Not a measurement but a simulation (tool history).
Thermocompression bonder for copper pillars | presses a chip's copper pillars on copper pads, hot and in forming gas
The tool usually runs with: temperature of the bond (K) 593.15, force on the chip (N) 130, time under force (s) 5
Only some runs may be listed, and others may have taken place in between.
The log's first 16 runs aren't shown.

run   hour  temperature of the bond (K)  force on the chip (N)  time under force (s)  hours of work since the heater was calibrated  hours of work since the force cell was calibrated  hours of work since the gas filter was changed  force that shears a chip off (N)
      90.9  -- forming gas filter changed
 17   98.1                       593.15                    130                     5                                            348                                                108                                               5                              59.6
 18  104.5                       585.15                    130                     5                                            353                                                113                                              10                              56.3
 19  108.9                       585.15                    130                     4                                            356                                                116                                              13                              53.4
 20  115.2                       585.15                    130                     4                                            360                                                121                                              18                              53.8
 21  122.2                       570.15                    172                     5                                            365                                                126                                              23                              60.7
 22  130.9                       570.15                    132                     3                                            372                                                132                                              29                              43.4
 23  137.5                       605.15                     99                     3                                            377                                                137                                              34                              46.9
 24    145                       609.15                    102                     5                                            382                                                143                                              39                              57.8
 25  150.5                       609.15                    102                     5                                            386                                                147                                              43                              58.4
 26    159                       593.15                    109                     3                                            392                                                153                                              50                                46
 27  164.6                       593.15                    109                     3                                            396                                                157                                              54                              44.9
 28  169.7                       612.15                    160                     3                                            400                                                161                                              57                              64.1

The next listed run, before its measurement:
 29  177.6                       575.15                     98                     9                                            406                                                166                                              63                                 ?

{"run 29": {"force that shears a chip off (N)": 54.1}}
The same run, on a tool lacking any hidden state, would have yielded force that shears a chip off (N) 54.3.

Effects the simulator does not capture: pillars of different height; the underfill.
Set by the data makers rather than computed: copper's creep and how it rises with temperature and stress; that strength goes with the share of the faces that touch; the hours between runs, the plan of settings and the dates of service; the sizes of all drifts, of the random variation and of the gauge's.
